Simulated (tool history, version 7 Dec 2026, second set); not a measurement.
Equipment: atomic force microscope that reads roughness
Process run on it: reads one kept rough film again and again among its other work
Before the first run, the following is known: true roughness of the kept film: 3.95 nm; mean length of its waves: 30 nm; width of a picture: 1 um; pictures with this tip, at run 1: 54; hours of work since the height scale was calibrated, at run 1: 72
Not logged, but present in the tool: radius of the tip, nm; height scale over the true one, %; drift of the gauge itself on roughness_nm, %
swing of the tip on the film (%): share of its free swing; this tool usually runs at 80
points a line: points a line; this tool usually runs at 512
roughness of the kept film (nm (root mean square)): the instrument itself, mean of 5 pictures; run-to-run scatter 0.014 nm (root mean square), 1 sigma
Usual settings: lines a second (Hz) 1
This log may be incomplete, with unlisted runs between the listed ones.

run     day  lines a second (Hz)  swing of the tip on the film (%)  points a line  pictures with this tip  hours of work since the height scale was calibrated  roughness of the kept film (nm (root mean square))
  1       0                    1                                80            512                      54                                                   72                                               3.335
      0.333  -- new tip fitted
  2   0.554                    1                                80            283                       9                                                   81                                               3.315
  3   1.004                    1                                80            283                      27                                                   89                                               3.334
  4    1.65                    1                                80            283                      52                                                   99                                               3.307
      1.983  -- new tip fitted
  5   2.142                    1                                74            283                       6                                                  107                                               3.332
  6   2.617                 0.79                                80            512                      25                                                  115                                               3.372
  7   3.092                 0.79                                80            512                      44                                                  123                                               3.369
  8   3.529                 1.96                                80            512                      61                                                  130                                               3.208
      3.638  -- new tip fitted
  9   4.262                 1.96                                80            512                      25                                                  142                                               3.211
 10   4.592                 1.96                                80            512                      38                                                  147                                               3.214
 11   4.904                 1.96                                80            512                      50                                                  152                                               3.206
      5.312  -- new tip fitted
 12   5.571                 1.96                                80            512                      10                                                  163                                               3.244
 13   6.175                 1.96                                80            512                      34                                                  173                                               3.225
 14   6.621                 1.96                                80            512                      52                                                  180                                               3.205
      6.992  -- new tip fitted
 15   7.308                 1.96                                80            512                      13                                                  191                                                3.22
 16   7.958                    1                                59            512                      38                                                  202                                               3.439
 17   8.271                    1                                80            512                      51                                                  207                                               3.334
 18   8.575                    1                                80            286                      63                                                  212                                               3.329
       8.65  -- new tip fitted
 19   9.146                    1                                80            311                      20                                                  221                                               3.353
 20   9.767                    1                                80            311                      45                                                  232                                               3.339
 21  10.133                    1                                80            311                      59                                                  238                                               3.326
     10.308  -- new tip fitted
 22  10.725                    1                                80            512                      17                                                  247                                                3.35
 23  11.371                    1                                80            512                      42                                                  258                                               3.338
     11.967  -- new tip fitted
 24  11.967                    1                                80            512                       0                                                  267                                               3.352
 25  12.312                 2.95                                59            336                      14                                                  273                                               3.324
 26  12.804                 2.95                                66            479                      34                                                  281                                               3.303
 27  13.412                 2.95                                66            479                      58                                                  291                                               3.281
     13.642  -- new tip fitted
 28  13.929                 2.95                                66            749                      12                                                  299                                               3.311
 29  14.488                 2.95                                66            749                      34                                                  308                                               3.284
 30  14.792                    1                                89            753                      46                                                  314                                               3.267
     15.279  -- new tip fitted
 31    15.3                 1.76                                64            963                       1                                                  322                                               3.408
 32   15.75                 2.04                                88            302                      18                                                  329                                               3.056
 33  16.312                  1.9                                77            302                      41                                                  338                                               3.237
 34  16.633                 0.72                                86            623                      54                                                  344                                                3.34
     16.929  -- new tip fitted
 35  17.229                 0.72                                86            623                      12                                                  353                                               3.372
 36  17.554                 0.72                                86            623                      24                                                  358                                               3.361
 37  18.225                 0.72                                86            623                      51                                                  369                                               3.341
 38  18.533                 0.99                                88            693                      63                                                  375                                                3.27
     18.617  -- new tip fitted
 39  18.875                 0.99                                58            263                      10                                                  380                                               3.435
 40  19.267                 1.01                                69           1020                      26                                                  386                                               3.424
 41  19.688                 2.86                                73            284                      42                                                  393                                               3.161
     20.279  -- new tip fitted
 42  20.342                 2.86                                73            284                       3                                                  404                                               3.183
 43  20.721                 1.45                                80            538                      18                                                  410                                               3.285
 44  21.212                 1.45                                73            654                      37                                                  418                                               3.313
 45    21.8                    1                                64            856                      61                                                  428                                               3.433

Measured less the same run without the tool's hidden state. The same run-to-run variation is in both; the gauge's scatter may not be:
run  roughness of the kept film (nm (root mean square))
  1                                              -0.017
  2                                              -0.003
  3                                              -0.007
  4                                              -0.014
  5                                              -0.002
  6                                              -0.007
  7                                              -0.011
  8                                              -0.015
  9                                              -0.007
 10                                               -0.01
 11                                              -0.013
 12                                              -0.003
 13                                              -0.009
 14                                              -0.014
 15                                              -0.004
 16                                              -0.011
 17                                              -0.015
 18                                              -0.019
 19                                              -0.006
 20                                              -0.012
 21                                              -0.016
 22                                              -0.004
 23                                              -0.012
 24                                              -0.001
 25                                              -0.005
 26                                               -0.01
 27                                              -0.016
 28                                              -0.004
 29                                               -0.01
 30                                              -0.014
 31                                                  +0
 32                                              -0.005
 33                                              -0.011
 34                                              -0.016
 35                                              -0.004
 36                                              -0.008
 37                                              -0.016
 38                                              -0.019
 39                                              -0.003
 40                                              -0.007
 41                                              -0.011
 42                                              -0.001
 43                                              -0.005
 44                                              -0.011
 45                                              -0.017

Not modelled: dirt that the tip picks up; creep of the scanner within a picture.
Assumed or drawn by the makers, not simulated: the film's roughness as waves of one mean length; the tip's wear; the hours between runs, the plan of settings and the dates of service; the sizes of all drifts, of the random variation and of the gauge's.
